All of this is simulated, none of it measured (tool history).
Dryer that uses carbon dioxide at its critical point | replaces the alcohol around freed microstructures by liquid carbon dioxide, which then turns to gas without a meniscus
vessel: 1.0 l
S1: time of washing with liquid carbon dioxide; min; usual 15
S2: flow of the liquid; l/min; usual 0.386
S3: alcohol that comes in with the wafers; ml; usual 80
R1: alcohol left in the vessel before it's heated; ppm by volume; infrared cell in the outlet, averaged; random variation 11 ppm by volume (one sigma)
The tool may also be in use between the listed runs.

run,day,S1,S2,S3,R1
1,0,15,0.386,80,1180
2,0.992,15,0.386,80,1182
3,2.112,15,0.3,80,2831
4,3.396,21,0.386,80,429
5,4.988,21,0.386,80,463
6,6.388,21,0.386,80,488
7,8.192,21,0.386,80,494
8,9.575,21,0.45,80,384
# day 10.138: inlet filter changed
9,11.392,16,0.401,27,415
# day 12.35: purifier's bed changed
10,12.517,15,0.412,39,261
11,13.962,15,0.412,39,297
12,14.933,14,0.595,48,101
13,17.171,15,0.538,80,190
14,19.196,15,0.515,38,158

3 ways to go on from here, each from the tool as it stands after run 14. What would each give?
A,20.271,15,0.386,80,?
B,20.271,19,0.386,80,?
C,20.271,15,0.557,80,?

run,R1
A,1027
B,354
C,205
Without the tool's hidden state the same runs would have given:
run,R1
A,639
B,181
C,89
